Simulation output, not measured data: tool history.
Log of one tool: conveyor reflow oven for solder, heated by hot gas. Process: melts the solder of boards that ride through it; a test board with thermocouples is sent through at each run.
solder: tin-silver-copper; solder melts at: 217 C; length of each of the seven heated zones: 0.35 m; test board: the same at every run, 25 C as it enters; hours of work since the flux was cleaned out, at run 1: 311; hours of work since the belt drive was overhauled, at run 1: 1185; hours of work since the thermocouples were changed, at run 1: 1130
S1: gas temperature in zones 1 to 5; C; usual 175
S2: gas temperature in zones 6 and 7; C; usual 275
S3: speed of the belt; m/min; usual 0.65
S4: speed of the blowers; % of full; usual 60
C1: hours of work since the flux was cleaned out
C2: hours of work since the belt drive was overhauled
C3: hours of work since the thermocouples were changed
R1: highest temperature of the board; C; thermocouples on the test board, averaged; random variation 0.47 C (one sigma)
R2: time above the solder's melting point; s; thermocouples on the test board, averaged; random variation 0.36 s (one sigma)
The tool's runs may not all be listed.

run	hour	S1	S2	S3	S4	C1	C2	C3	R1	R2
1	0	175	275	0.65	60	311	1185	1130	251	47.5
2	67.5	175	275	0.65	60	343	1217	1161	251.1	48
3	126.8	164	275	0.65	60	371	1244	1189	247.6	41.8
# hour 150.5: belt drive overhauled, speed set with a stopwatch
# hour 210.7: flux residue cleaned out of gas plates and filters
4	213.9	164	275	0.65	60	1	27	1225	251.3	43.9
5	275.2	183	275	0.65	60	30	56	1254	253.8	51.9
6	340.1	183	275	0.65	60	60	86	1284	254	51.6
7	376.6	183	275	0.65	60	77	103	1301	254	50.6
8	413	175	275	0.65	88	95	120	1318	259.8	53.1
9	449.2	175	275	0.65	88	111	137	1335	260.7	53.2
# hour 458.8: thermocouples of zones 6 and 7 changed
10	531.2	175	264	0.65	88	149	175	34	252.4	50.2
11	573.4	175	275	0.65	60	168	194	54	254.1	48.6
12	659.1	185	275	0.65	60	209	234	94	254.8	53.2
13	733.3	185	275	0.65	60	243	269	128	255.5	52.2
14	809.9	185	275	0.65	60	279	305	164	253.6	52.6
15	858.5	185	275	0.65	60	302	327	187	254.2	51.4
16	930	174	270	0.759	85	335	361	220	249.1	39.3
17	1016.1	174	270	0.759	85	375	401	260	249.2	38.5
18	1073.8	174	270	0.759	85	402	428	287	246.8	37.7
# hour 1086.1: flux residue cleaned out of gas plates and filters
19	1157.6	175	275	0.613	60	33	465	324	256.7	55.2
20	1209.9	175	289	0.613	64	58	489	348	270	61.1
21	1245.4	175	289	0.613	64	74	506	365	269.7	61.1
22	1305.2	170	275	0.65	60	102	534	393	253.1	47.5
23	1360.5	177	277	0.65	60	128	559	419	256.2	51.6
24	1437.1	177	274	0.65	61	164	595	455	253.2	49.5
25	1511	166	276	0.767	87	198	630	489	254.9	40.5
26	1576.5	186	266	0.761	51	229	660	520	237.8	32.2
27	1632.8	168	268	0.761	51	255	687	546	234.2	23.7
28	1687.1	168	264	0.629	51	281	712	571	239.4	35.4
29	1748.2	175	275	0.61	66	309	741	600	256.3	54.6

Forecast each of these 4 alternatives for the next run:
A	1802.2	175	275	0.65	74	334	766	625	?	?
B	1802.2	175	275	0.61	52	334	766	625	?	?
C	1802.2	175	275	0.724	60	334	766	625	?	?
D	1802.2	175	275	0.527	60	334	766	625	?	?

run	R1	R2
A	255	51.6
B	250.6	49.3
C	247.4	39.7
D	258.9	65.7
Without the tool's hidden state the same runs would have given:
run	R1	R2
A	259.5	53.5
B	254.3	51.4
C	252	42.5
D	262.4	67
